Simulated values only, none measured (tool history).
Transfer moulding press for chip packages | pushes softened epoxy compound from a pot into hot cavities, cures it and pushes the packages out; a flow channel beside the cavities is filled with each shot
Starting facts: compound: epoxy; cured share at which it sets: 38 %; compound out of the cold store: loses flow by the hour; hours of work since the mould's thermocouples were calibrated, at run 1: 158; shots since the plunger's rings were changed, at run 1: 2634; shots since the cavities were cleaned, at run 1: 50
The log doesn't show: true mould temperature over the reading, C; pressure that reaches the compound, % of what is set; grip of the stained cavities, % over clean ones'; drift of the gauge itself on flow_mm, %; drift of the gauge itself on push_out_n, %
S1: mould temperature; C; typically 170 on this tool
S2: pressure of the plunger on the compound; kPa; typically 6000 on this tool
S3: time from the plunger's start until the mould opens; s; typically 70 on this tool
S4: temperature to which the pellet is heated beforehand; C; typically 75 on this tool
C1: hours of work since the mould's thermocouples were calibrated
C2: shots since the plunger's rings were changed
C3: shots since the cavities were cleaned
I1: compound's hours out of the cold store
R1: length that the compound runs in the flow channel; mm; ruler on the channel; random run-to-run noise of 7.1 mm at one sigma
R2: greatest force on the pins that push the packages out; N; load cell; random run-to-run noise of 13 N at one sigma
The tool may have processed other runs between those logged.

Run 1, hour 0.0: usual settings; C1 158; C2 2634; C3 50; I1 23.4. Result: R1 933 mm, R2 630 N.
Run 2, hour 19.0: usual settings but S3 68 s; C1 166; C2 2828; C3 244; I1 16.1. Result: R1 971 mm, R2 875 N.
Run 3, hour 32.3: usual settings but S2 6590 kPa; C1 171; C2 2963; C3 379; I1 41.6. Result: R1 898 mm, R2 812 N.
Run 4, hour 51.8: usual settings but S2 6590 kPa; C1 179; C2 3161; C3 577; I1 39.6. Result: R1 912 mm, R2 901 N.
Run 5, hour 72.4: usual settings but S4 82 C; C1 188; C2 3371; C3 787; I1 30.5. Result: R1 895 mm, R2 976 N.
Run 6, hour 87.2: usual settings; C1 194; C2 3521; C3 937; I1 20.7. Result: R1 933 mm, R2 1050 N.
At hour 99.1: cavities cleaned with cleaning compound and waxed.
Run 7, hour 108.3: usual settings but S4 79 C; C1 202; C2 3721; C3 93; I1 22.9. Result: R1 918 mm, R2 668 N.
Run 8, hour 125.3: usual settings but S4 79 C; C1 209; C2 3894; C3 266; I1 13.7. Result: R1 964 mm, R2 779 N.
Run 9, hour 143.2: usual settings but S4 79 C; C1 217; C2 4076; C3 448; I1 43.0. Result: R1 843 mm, R2 817 N.
Run 10, hour 162.8: usual settings; C1 225; C2 4275; C3 647; I1 42.2. Result: R1 842 mm, R2 899 N.
Run 11, hour 185.7: usual settings but S1 172 C; C1 234; C2 4508; C3 880; I1 20.5. Result: R1 937 mm, R2 911 N.
At hour 203.8: cavities cleaned with cleaning compound and waxed.
Run 12, hour 205.7: usual settings but S1 172 C; C1 242; C2 4696; C3 19; I1 42.3. Result: R1 840 mm, R2 490 N.
Run 13, hour 224.1: usual settings but S1 172 C, S4 84 C; C1 249; C2 4883; C3 206; I1 27.5. Result: R1 890 mm, R2 613 N.
Run 14, hour 243.8: usual settings but S1 174 C; C1 257; C2 5084; C3 407; I1 30.5. Result: R1 868 mm, R2 634 N.
Run 15, hour 261.5: usual settings but S4 72 C; C1 265; C2 5264; C3 587; I1 36.5. Result: R1 867 mm, R2 891 N.
Run 16, hour 283.6: usual settings but S4 72 C; C1 274; C2 5489; C3 812; I1 38.4. Result: R1 859 mm, R2 996 N.
Run 17, hour 299.0: usual settings but S4 72 C; C1 280; C2 5646; C3 969; I1 25.2. Result: R1 904 mm, R2 1100 N.
At hour 307.8: cavities cleaned with cleaning compound and waxed.
Run 18, hour 311.1: usual settings but S2 4600 kPa, S4 70 C; C1 284; C2 5754; C3 34; I1 16.3. Result: R1 817 mm, R2 647 N.
Run 19, hour 327.4: usual settings but S1 169 C, S2 4600 kPa, S3 82 s, S4 70 C; C1 291; C2 5919; C3 199; I1 9.9. Result: R1 846 mm, R2 575 N.
Run 20, hour 344.4: usual settings but S2 7140 kPa, S4 73 C; C1 298; C2 6092; C3 372; I1 45.3. Result: R1 889 mm, R2 749 N.
Run 21, hour 364.8: usual settings but S1 167 C, S2 5160 kPa, S3 71 s, S4 70 C; C1 307; C2 6300; C3 580; I1 24.0. Result: R1 847 mm, R2 1156 N.
Run 22, hour 378.6: usual settings but S1 171 C, S4 76 C; C1 312; C2 6440; C3 720; I1 30.2. Result: R1 872 mm, R2 885 N.
Run 23, hour 398.3: usual settings but S1 171 C, S4 76 C; C1 320; C2 6641; C3 921; I1 18.5. Result: R1 922 mm, R2 960 N.
At hour 404.3: plunger's sealing rings changed.
At hour 413.7: cavities cleaned with cleaning compound and waxed.
Run 24, hour 420.0: usual settings but S1 163 C, S2 6940 kPa, S4 76 C; C1 328; C2 145; C3 64; I1 11.2. Result: R1 1109 mm, R2 1100 N.
Run 25, hour 439.6: usual settings but S2 4950 kPa; C1 336; C2 344; C3 263; I1 11.2. Result: R1 924 mm, R2 828 N.
Run 26, hour 453.3: usual settings but S4 68 C; C1 341; C2 484; C3 403; I1 41.9. Result: R1 879 mm, R2 830 N.
Run 27, hour 472.3: usual settings but S1 167 C, S4 79 C; C1 349; C2 676; C3 595; I1 35.7. Result: R1 921 mm, R2 1063 N.
Run 28, hour 485.6: usual settings but S1 167 C, S4 79 C; C1 355; C2 812; C3 731; I1 38.0. Result: R1 902 mm, R2 1105 N.

Here are 3 independent what-if runs from the current tool condition. What would each one return?
Run A, hour 495.7: usual settings but S1 167 C, S2 5780 kPa, S4 79 C; C1 359; C2 915; C3 834; I1 17.0. Result: R1 ?, R2 ?.
Run B, hour 495.7: usual settings but S1 167 C, S4 65 C; C1 359; C2 915; C3 834; I1 47.8. Result: R1 ?, R2 ?.
Run C, hour 495.7: usual settings but S1 167 C, S3 60 s, S4 79 C; C1 359; C2 915; C3 834; I1 29.0. Result: R1 ?, R2 ?.

run   R1    R2
  A  979  1265
  B  860  1198
  C  944  1769
Without the tool's unlogged condition, the same runs would have read:
run   R1    R2
  A  992   747
  B  871   705
  C  956  1030
